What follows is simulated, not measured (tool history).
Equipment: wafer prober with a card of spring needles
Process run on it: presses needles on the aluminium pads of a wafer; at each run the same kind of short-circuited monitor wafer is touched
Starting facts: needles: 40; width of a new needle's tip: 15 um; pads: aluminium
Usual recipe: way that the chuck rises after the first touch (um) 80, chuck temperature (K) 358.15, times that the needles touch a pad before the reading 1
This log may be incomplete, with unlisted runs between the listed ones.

run,hour,way that the chuck rises after the first touch (um),chuck temperature (K),times that the needles touch a pad before the reading,resistance of one needle with its contact and lead (mohm),way that a needle slides on the pad (um)
1,0.0,80,358.15,1,153,14.67
# hour 25.6: tips cleaned on abrasive film
2,47.8,80,358.15,1,157,14.69
# hour 54.3: tips cleaned on abrasive film
# hour 88.2: tips cleaned on abrasive film
3,100.1,80,358.15,3,155,14.69
# hour 119.5: tips cleaned on abrasive film
# hour 147.9: tips cleaned on abrasive film
4,151.6,80,358.15,2,154,14.70
# hour 176.3: tips cleaned on abrasive film
# hour 207.2: tips cleaned on abrasive film
5,210.3,80,358.15,2,150,14.65
# hour 236.2: tips cleaned on abrasive film
6,251.6,80,301.15,1,148,14.68
# hour 264.4: tips cleaned on abrasive film
# hour 296.8: tips cleaned on abrasive film
7,322.6,80,358.15,1,158,14.67
# hour 329.7: tips cleaned on abrasive film
# hour 360.0: tips cleaned on abrasive film
# hour 393.0: tips cleaned on abrasive film
8,414.7,80,341.15,1,154,14.53
# hour 421.8: tips cleaned on abrasive film
# hour 451.4: tips cleaned on abrasive film
9,457.2,80,381.15,1,157,14.49
# hour 482.3: tips cleaned on abrasive film
# hour 513.9: tips cleaned on abrasive film
# hour 542.6: tips cleaned on abrasive film
10,548.8,80,381.15,1,159,14.57
# hour 571.5: tips cleaned on abrasive film
# hour 603.8: tips cleaned on abrasive film
# hour 624.3: height of the first contact set anew
# hour 633.1: tips cleaned on abrasive film
11,633.1,80,381.15,1,153,14.39
# hour 664.6: tips cleaned on abrasive film
# hour 698.7: tips cleaned on abrasive film
12,711.3,80,329.15,1,152,14.46
# hour 729.6: tips cleaned on abrasive film
# hour 758.9: tips cleaned on abrasive film
# hour 791.6: tips cleaned on abrasive film
13,799.0,80,329.15,1,150,14.41
# hour 820.3: tips cleaned on abrasive film
# hour 850.3: tips cleaned on abrasive film
# hour 881.2: tips cleaned on abrasive film
14,886.2,80,329.15,1,147,14.32
# hour 914.9: tips cleaned on abrasive film
# hour 945.5: tips cleaned on abrasive film
15,947.2,84,328.15,2,144,15.11
# hour 976.5: tips cleaned on abrasive film
# hour 1008.8: tips cleaned on abrasive film
16,1008.9,84,328.15,2,145,15.09
# hour 1038.1: tips cleaned on abrasive film
17,1055.5,84,328.15,2,150,15.02
# hour 1067.9: tips cleaned on abrasive film
# hour 1100.0: height of the first contact set anew, once more
# hour 1100.1: tips cleaned on abrasive film
# hour 1130.9: tips cleaned on abrasive film
18,1141.1,64,313.15,2,149,11.79
# hour 1164.2: tips cleaned on abrasive film
# hour 1192.2: tips cleaned on abrasive film
19,1203.3,63,303.15,2,146,11.63
# hour 1225.9: tips cleaned on abrasive film
20,1253.5,63,386.15,1,165,11.65
# hour 1260.6: tips cleaned on abrasive film
# hour 1292.0: tips cleaned on abrasive film
21,1294.9,63,386.15,1,161,11.50
# hour 1322.6: tips cleaned on abrasive film
# hour 1352.8: tips cleaned on abrasive film
22,1369.0,63,386.15,1,164,11.57
# hour 1382.5: tips cleaned on abrasive film
# hour 1413.3: tips cleaned on abrasive film
23,1425.1,63,386.15,1,169,11.55
# hour 1444.8: tips cleaned on abrasive film
# hour 1473.6: tips cleaned on abrasive film
24,1484.6,63,386.15,1,165,11.52
# hour 1501.9: tips cleaned on abrasive film
# hour 1533.1: tips cleaned on abrasive film
25,1549.3,67,391.15,2,161,12.23
# hour 1566.1: tips cleaned on abrasive film
# hour 1594.3: tips cleaned on abrasive film
26,1609.0,72,353.15,1,156,13.17
# hour 1624.6: tips cleaned on abrasive film
27,1646.3,80,323.15,1,151,14.65
# hour 1653.3: tips cleaned on abrasive film
# hour 1681.6: tips cleaned on abrasive film
28,1693.8,80,323.15,1,150,14.63

Alternative continuations, all from the tool just after run 28; predict every row:
# hour 1712.4: tips cleaned on abrasive film
A,1736.1,80,323.15,1,?,?
# hour 1712.4: tips cleaned on abrasive film
B,1736.1,94,323.15,2,?,?
# hour 1712.4: tips cleaned on abrasive film
C,1736.1,99,347.15,1,?,?
# hour 1712.4: tips cleaned on abrasive film
D,1736.1,64,313.15,2,?,?
# hour 1712.4: tips cleaned on abrasive film
E,1736.1,82,358.15,2,?,?

run,resistance of one needle with its contact and lead (mohm),way that a needle slides on the pad (um)
A,151,14.64
B,148,17.16
C,156,18.10
D,150,11.62
E,152,14.91
The same runs, with their run-to-run variation unchanged, on a tool lacking any hidden condition would have given:
run,resistance of one needle with its contact and lead (mohm),way that a needle slides on the pad (um)
A,144,14.85
B,145,17.37
C,150,18.31
D,143,11.84
E,149,15.12

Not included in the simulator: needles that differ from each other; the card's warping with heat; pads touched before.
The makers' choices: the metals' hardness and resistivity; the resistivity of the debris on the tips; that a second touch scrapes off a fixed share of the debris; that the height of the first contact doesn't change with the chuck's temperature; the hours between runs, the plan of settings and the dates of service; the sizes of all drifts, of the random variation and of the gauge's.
